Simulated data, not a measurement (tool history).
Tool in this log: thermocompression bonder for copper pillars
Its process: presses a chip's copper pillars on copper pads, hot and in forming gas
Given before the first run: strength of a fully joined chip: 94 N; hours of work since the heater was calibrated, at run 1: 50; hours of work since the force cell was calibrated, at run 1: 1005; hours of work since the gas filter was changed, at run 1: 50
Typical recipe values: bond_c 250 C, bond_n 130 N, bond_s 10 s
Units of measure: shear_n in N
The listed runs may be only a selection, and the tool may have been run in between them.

| run | day | bond_c | bond_n | bond_s | hours of work since the heater was calibrated | hours of work since the force cell was calibrated | hours of work since the gas filter was changed | shear_n |
|---|---|---|---|---|---|---|---|---|
| 1 | 0.000 | 250 | 130 | 10 | 50 | 1005 | 50 | 60.8 |
| 2 | 3.238 | 250 | 130 | 10 | 110 | 1065 | 110 | 59.0 |
| 3 | 6.975 | 269 | 130 | 10 | 180 | 1134 | 180 | 67.8 |
|  | 8.104 | force cell calibrated |
| 4 | 9.442 | 250 | 130 | 9 | 224 | 25 | 224 | 59.1 |
|  | 12.738 | forming gas filter changed |
| 5 | 12.738 | 250 | 130 | 9 | 285 | 86 | 0 | 64.4 |
| 6 | 14.454 | 255 | 130 | 10 | 317 | 117 | 32 | 68.4 |
| 7 | 17.804 | 253 | 130 | 10 | 379 | 180 | 94 | 67.0 |
| 8 | 20.100 | 250 | 130 | 10 | 422 | 222 | 137 | 64.7 |
| 9 | 22.129 | 250 | 130 | 10 | 460 | 260 | 174 | 63.8 |
|  | 24.642 | heater calibrated with a thermocouple chip |
| 10 | 26.183 | 250 | 130 | 10 | 29 | 334 | 248 | 56.1 |
|  | 28.500 | forming gas filter changed |
| 11 | 30.071 | 277 | 97 | 6 | 100 | 406 | 29 | 53.6 |

Estimate the outcome of run 12 from the log above:
| 12 | 33.350 | 277 | 97 | 6 | 161 | 466 | 90 | ? |

Run 12 measured shear_n 53.1 N.
Without the tool's hidden state the same run would have given shear_n 54.8 N.
